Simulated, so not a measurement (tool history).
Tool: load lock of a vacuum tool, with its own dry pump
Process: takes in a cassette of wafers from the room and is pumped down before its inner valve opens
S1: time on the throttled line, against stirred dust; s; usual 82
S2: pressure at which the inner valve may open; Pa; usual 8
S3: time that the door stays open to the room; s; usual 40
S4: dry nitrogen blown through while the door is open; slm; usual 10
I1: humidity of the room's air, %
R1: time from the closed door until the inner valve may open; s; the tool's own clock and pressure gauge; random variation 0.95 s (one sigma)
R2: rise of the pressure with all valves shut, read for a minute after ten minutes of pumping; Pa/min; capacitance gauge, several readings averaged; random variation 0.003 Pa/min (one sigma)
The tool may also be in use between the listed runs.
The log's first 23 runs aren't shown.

run 24 hour=1512.6 | S1=78 S2=8 S3=125 S4=10 | I1=45.5 | R1=146.1 R2=0.082
run 25 hour=1604.2 | S1=82 S2=10 S3=40 S4=9 | I1=41.2 | R1=149.1 R2=0.040
run 26 hour=1677.9 | S1=147 S2=10 S3=58 S4=40 | I1=47.0 | R1=196.7 R2=0.032
run 27 hour=1774.0 | S1=147 S2=10 S3=58 S4=40 | I1=44.0 | R1=192.2 R2=0.030
run 28 hour=1827.9 | S1=93 S2=8 S3=173 S4=13 | I1=45.1 | R1=157.9 R2=0.086
run 29 hour=1874.5 | S1=109 S2=6 S3=40 S4=10 | I1=46.0 | R1=169.8 R2=0.044
run 30 hour=1920.8 | S1=109 S2=6 S3=40 S4=10 | I1=44.3 | R1=171.8 R2=0.045
run 31 hour=1965.1 | S1=76 S2=9 S3=44 S4=9 | I1=40.7 | R1=145.1 R2=0.039
run 32 hour=2044.5 | S1=45 S2=12 S3=91 S4=8 | I1=45.2 | R1=121.4 R2=0.068
run 33 hour=2114.7 | S1=111 S2=12 S3=86 S4=5 | I1=43.1 | R1=166.0 R2=0.074
run 34 hour=2153.8 | S1=79 S2=12 S3=86 S4=5 | I1=47.0 | R1=144.3 R2=0.079
run 35 hour=2216.9 | S1=151 S2=12 S3=86 S4=7 | I1=43.3 | R1=198.3 R2=0.067
run 36 hour=2284.9 | S1=151 S2=12 S3=86 S4=7 | I1=40.4 | R1=194.5 R2=0.066

Forecast each of these 5 alternatives for the next run:
run A hour=2345.2 | S1=78 S2=12 S3=86 S4=7 | I1=45.8 | R1=? R2=?
run B hour=2345.2 | S1=73 S2=8 S3=40 S4=10 | I1=43.9 | R1=? R2=?
run C hour=2345.2 | S1=76 S2=12 S3=48 S4=4 | I1=46.3 | R1=? R2=?
run D hour=2345.2 | S1=151 S2=7 S3=86 S4=7 | I1=44.9 | R1=? R2=?
run E hour=2345.2 | S1=82 S2=16 S3=40 S4=23 | I1=49.7 | R1=? R2=?

run=A R1=142.8 R2=0.070
run=B R1=143.0 R2=0.048
run=C R1=140.4 R2=0.055
run=D R1=201.1 R2=0.065
run=E R1=142.9 R2=0.036
Without the tool's hidden state the same runs would have given:
run=A R1=142.8 R2=0.068
run=B R1=142.9 R2=0.046
run=C R1=140.3 R2=0.053
run=D R1=201.0 R2=0.063
run=E R1=142.8 R2=0.035
